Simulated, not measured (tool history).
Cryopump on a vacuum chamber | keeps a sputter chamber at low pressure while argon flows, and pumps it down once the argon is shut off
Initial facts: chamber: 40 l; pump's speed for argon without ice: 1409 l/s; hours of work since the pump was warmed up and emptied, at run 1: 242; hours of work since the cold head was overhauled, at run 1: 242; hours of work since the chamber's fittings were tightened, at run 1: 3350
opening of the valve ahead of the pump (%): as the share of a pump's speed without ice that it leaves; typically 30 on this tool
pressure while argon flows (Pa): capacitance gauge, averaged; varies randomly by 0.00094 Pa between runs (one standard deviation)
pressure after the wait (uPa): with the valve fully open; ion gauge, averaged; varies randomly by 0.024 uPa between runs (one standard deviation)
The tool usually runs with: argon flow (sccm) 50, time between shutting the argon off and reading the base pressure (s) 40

| run | hour | argon flow (sccm) | time between shutting the argon off and reading the base pressure (s) | opening of the valve ahead of the pump (%) | hours of work since the pump was warmed up and emptied | hours of work since the cold head was overhauled | hours of work since the chamber's fittings were tightened | pressure while argon flows (Pa) | pressure after the wait (uPa) |
|---|---|---|---|---|---|---|---|---|---|
| 1 | 0 | 50 | 40 | 30 | 242 | 242 | 3350 | 0.2033 | 1.33 |
| 2 | 18.3 | 50 | 40 | 30 | 250 | 250 | 3357 | 0.2031 | 1.31 |
| 3 | 39.8 | 50 | 40 | 30 | 258 | 258 | 3366 | 0.203 | 1.27 |
| 4 | 60 | 55 | 40 | 30 | 267 | 267 | 3374 | 0.2237 | 1.3 |
| 5 | 75.7 | 55 | 40 | 30 | 273 | 273 | 3381 | 0.225 | 1.27 |
| 6 | 87.4 | 55 | 40 | 30 | 278 | 278 | 3386 | 0.2249 | 1.31 |
| 7 | 99 | 20 | 40 | 30 | 283 | 283 | 3390 | 0.0808 | 1.33 |
| 8 | 120.4 | 50 | 40 | 28 | 291 | 291 | 3399 | 0.2183 | 1.26 |
| 9 | 129.5 | 50 | 40 | 28 | 295 | 295 | 3403 | 0.2165 | 1.25 |
| 10 | 149.3 | 50 | 40 | 28 | 303 | 303 | 3411 | 0.2164 | 1.33 |
| 11 | 160.5 | 50 | 40 | 30 | 308 | 308 | 3415 | 0.2051 | 1.29 |
| 12 | 173.1 | 50 | 40 | 30 | 313 | 313 | 3421 | 0.2048 | 1.27 |
| 13 | 193.9 | 50 | 67 | 30 | 321 | 321 | 3429 | 0.2037 | 1.05 |
| 14 | 206.3 | 50 | 40 | 30 | 326 | 326 | 3434 | 0.2042 | 1.31 |
| 15 | 220.3 | 50 | 40 | 30 | 332 | 332 | 3440 | 0.2057 | 1.32 |
| 16 | 235 | 37 | 40 | 18 | 338 | 338 | 3446 | 0.2508 | 1.31 |
| 17 | 245.9 | 24 | 106 | 29 | 342 | 342 | 3450 | 0.1007 | 0.9 |
| 18 | 263.4 | 40 | 216 | 16 | 350 | 350 | 3457 | 0.306 | 0.83 |
| 19 | 283.1 | 73 | 47 | 16 | 358 | 358 | 3465 | 0.5548 | 1.19 |
| 20 | 302.5 | 73 | 47 | 16 | 366 | 366 | 3473 | 0.5512 | 1.23 |
| 21 | 320.1 | 49 | 205 | 41 | 373 | 373 | 3481 | 0.1489 | 0.79 |
| 22 | 337.4 | 49 | 205 | 41 | 380 | 380 | 3488 | 0.1469 | 0.79 |
| 23 | 350.5 | 87 | 113 | 30 | 385 | 385 | 3493 | 0.3565 | 0.86 |
| 24 | 363.9 | 87 | 113 | 30 | 391 | 391 | 3498 | 0.3571 | 0.91 |
| 25 | 384.1 | 87 | 113 | 30 | 399 | 399 | 3507 | 0.3569 | 0.9 |
| 26 | 397.9 | 64 | 291 | 33 | 404 | 404 | 3512 | 0.2397 | 0.77 |
| 27 | 415.6 | 80 | 109 | 47 | 412 | 412 | 3519 | 0.2136 | 0.92 |
| 28 | 435 | 44 | 40 | 45 | 420 | 420 | 3527 | 0.1218 | 1.34 |
| 29 | 451.5 | 44 | 21 | 42 | 426 | 426 | 3534 | 0.1314 | 1.91 |

Some steps in pressure while argon flows (Pa) between neighbouring runs. How much of each would the tool show without its hidden state too (settings, what came in, random variation), and how much is left for the hidden state, with any gauge scatter that isn't in both results?
Unlogged tool condition in this case: pump's speed, % of a pump's without ice; cold plate's temperature, K; leak into the chamber, uPa l/s; drift of the gauge itself on working_pa, %; drift of the gauge itself on base_upa, %.
Run 18 -> 19: argon flow (sccm) 40 -> 73, time between shutting the argon off and reading the base pressure (s) 216 -> 47. pressure while argon flows (Pa) +0.2488: hidden state +0.0031, all else +0.2457.
Run 20 -> 21: argon flow (sccm) 73 -> 49, time between shutting the argon off and reading the base pressure (s) 47 -> 205, opening of the valve ahead of the pump (%) 16 -> 41. pressure while argon flows (Pa) -0.4023: hidden state -0.002, all else -0.4003.
Run 22 -> 23: argon flow (sccm) 49 -> 87, time between shutting the argon off and reading the base pressure (s) 205 -> 113, opening of the valve ahead of the pump (%) 41 -> 30. pressure while argon flows (Pa) +0.2096: hidden state +0.0037, all else +0.2059.
Run 27 -> 28: argon flow (sccm) 80 -> 44, time between shutting the argon off and reading the base pressure (s) 109 -> 40, opening of the valve ahead of the pump (%) 47 -> 45. pressure while argon flows (Pa) -0.0918: hidden state -0.0037, all else -0.0881.

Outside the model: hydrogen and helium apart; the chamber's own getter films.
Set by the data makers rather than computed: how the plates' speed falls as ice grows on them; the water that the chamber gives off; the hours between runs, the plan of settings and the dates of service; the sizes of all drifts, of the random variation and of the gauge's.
